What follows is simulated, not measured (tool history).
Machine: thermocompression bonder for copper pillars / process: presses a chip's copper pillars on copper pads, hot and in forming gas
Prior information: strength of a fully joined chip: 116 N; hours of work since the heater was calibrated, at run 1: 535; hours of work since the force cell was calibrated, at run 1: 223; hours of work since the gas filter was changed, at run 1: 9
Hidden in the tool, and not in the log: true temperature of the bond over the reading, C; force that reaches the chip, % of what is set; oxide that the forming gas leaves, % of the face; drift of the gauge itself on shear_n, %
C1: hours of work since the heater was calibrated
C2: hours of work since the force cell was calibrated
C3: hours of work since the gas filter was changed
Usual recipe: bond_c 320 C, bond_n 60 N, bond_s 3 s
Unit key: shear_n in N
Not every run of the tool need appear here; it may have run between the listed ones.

Run 1, hour 0: usual settings; C1 535; C2 223; C3 9. Result: shear_n 69.7 N.
Run 2, hour 14.2: usual settings; C1 542; C2 229; C3 16. Result: shear_n 66.8 N.
Run 3, hour 25.6: usual settings but bond_c 300 C; C1 547; C2 235; C3 21. Result: shear_n 54.2 N.
Run 4, hour 39.6: usual settings but bond_c 300 C; C1 554; C2 241; C3 28. Result: shear_n 53.2 N.
Run 5, hour 50.2: usual settings but bond_c 330 C; C1 559; C2 246; C3 33. Result: shear_n 73.3 N.
Run 6, hour 63.8: usual settings but bond_n 45 N; C1 565; C2 253; C3 39. Result: shear_n 53 N.
Run 7, hour 76.3: usual settings but bond_n 45 N; C1 571; C2 259; C3 45. Result: shear_n 55.5 N.
Run 8, hour 85.9: usual settings; C1 576; C2 263; C3 49. Result: shear_n 65 N.
Run 9, hour 99.5: usual settings; C1 582; C2 270; C3 56. Result: shear_n 65.7 N.
Run 10, hour 107.5: usual settings; C1 586; C2 273; C3 60. Result: shear_n 66.7 N.
Run 11, hour 115.9: usual settings; C1 590; C2 277; C3 64. Result: shear_n 64.9 N.
Run 12, hour 128.7: usual settings; C1 596; C2 283; C3 70. Result: shear_n 65.3 N.
Run 13, hour 135: usual settings; C1 599; C2 286; C3 73. Result: shear_n 63.8 N.
Run 14, hour 145.9: usual settings; C1 604; C2 291; C3 78. Result: shear_n 66.1 N.
Run 15, hour 153.2: usual settings; C1 607; C2 295; C3 81. Result: shear_n 63.8 N.
Run 16, hour 165.7: usual settings; C1 613; C2 301; C3 87. Result: shear_n 64.8 N.
Run 17, hour 179.5: usual settings; C1 620; C2 307; C3 93. Result: shear_n 63.3 N.
Run 18, hour 188.8: usual settings; C1 624; C2 312; C3 98. Result: shear_n 64.9 N.
Run 19, hour 196.1: usual settings but bond_c 292 C, bond_n 46 N, bond_s 7 s; C1 627; C2 315; C3 101. Result: shear_n 50.6 N.
Run 20, hour 202.3: usual settings but bond_c 292 C, bond_n 46 N, bond_s 7 s; C1 630; C2 318; C3 104. Result: shear_n 50.6 N.
Run 21, hour 211.1: usual settings but bond_c 292 C, bond_n 46 N, bond_s 7 s; C1 634; C2 322; C3 108. Result: shear_n 52 N.
Run 22, hour 217.4: usual settings but bond_c 292 C, bond_n 46 N, bond_s 7 s; C1 637; C2 325; C3 111. Result: shear_n 50.7 N.
Run 23, hour 225.1: usual settings but bond_c 325 C, bond_n 59 N, bond_s 7 s; C1 641; C2 329; C3 115. Result: shear_n 81.8 N.
Run 24, hour 235.6: usual settings but bond_n 81 N; C1 646; C2 334; C3 120. Result: shear_n 73.7 N.
Run 25, hour 249.1: usual settings but bond_n 81 N; C1 652; C2 340; C3 126. Result: shear_n 74.8 N.
Run 26, hour 258.3: usual settings but bond_c 308 C, bond_n 82 N, bond_s 4 s; C1 657; C2 344; C3 131. Result: shear_n 72.5 N.
Run 27, hour 272.4: usual settings but bond_c 340 C, bond_s 2 s; C1 663; C2 351; C3 137. Result: shear_n 66.2 N.
Run 28, hour 286.2: usual settings but bond_c 299 C, bond_n 58 N, bond_s 2 s; C1 670; C2 358; C3 144. Result: shear_n 39.9 N.
Run 29, hour 297.5: usual settings but bond_c 328 C, bond_n 87 N, bond_s 2 s; C1 675; C2 363; C3 149. Result: shear_n 72.9 N.
Run 30, hour 310.8: usual settings but bond_c 328 C, bond_n 87 N, bond_s 2 s; C1 681; C2 369; C3 155. Result: shear_n 73.3 N.
Run 31, hour 319.7: usual settings but bond_c 305 C, bond_n 59 N, bond_s 8 s; C1 686; C2 373; C3 159. Result: shear_n 68.8 N.
Run 32, hour 328: usual settings but bond_c 305 C, bond_n 64 N, bond_s 2 s; C1 690; C2 377; C3 163. Result: shear_n 46.2 N.
At hour 329.6: forming gas filter changed.
Run 33, hour 338.6: usual settings but bond_c 305 C, bond_n 56 N, bond_s 2 s; C1 694; C2 382; C3 4. Result: shear_n 46.4 N.
Run 34, hour 350.5: usual settings but bond_c 305 C, bond_n 56 N, bond_s 2 s; C1 700; C2 388; C3 10. Result: shear_n 46.1 N.
Run 35, hour 360.6: usual settings but bond_c 301 C, bond_n 59 N, bond_s 2 s; C1 705; C2 392; C3 15. Result: shear_n 46 N.

What would each run have given without the hidden state, its run-to-run variation left as it was?
run  shear_n
  1       74
  2     71.3
  3       59
  4     58.1
  5     78.6
  6     58.1
  7       61
  8     71.2
  9     72.2
 10     73.6
 11     71.7
 12     72.6
 13       71
 14     73.9
 15     71.6
 16     72.9
 17     71.7
 18     73.7
 19     58.7
 20     58.9
 21     60.7
 22     59.3
 23     92.4
 24     84.2
 25     85.8
 26     83.8
 27     76.9
 28     48.1
 29       85
 30     85.9
 31     81.7
 32     56.2
 33     50.7
 34     50.7
 35     50.8

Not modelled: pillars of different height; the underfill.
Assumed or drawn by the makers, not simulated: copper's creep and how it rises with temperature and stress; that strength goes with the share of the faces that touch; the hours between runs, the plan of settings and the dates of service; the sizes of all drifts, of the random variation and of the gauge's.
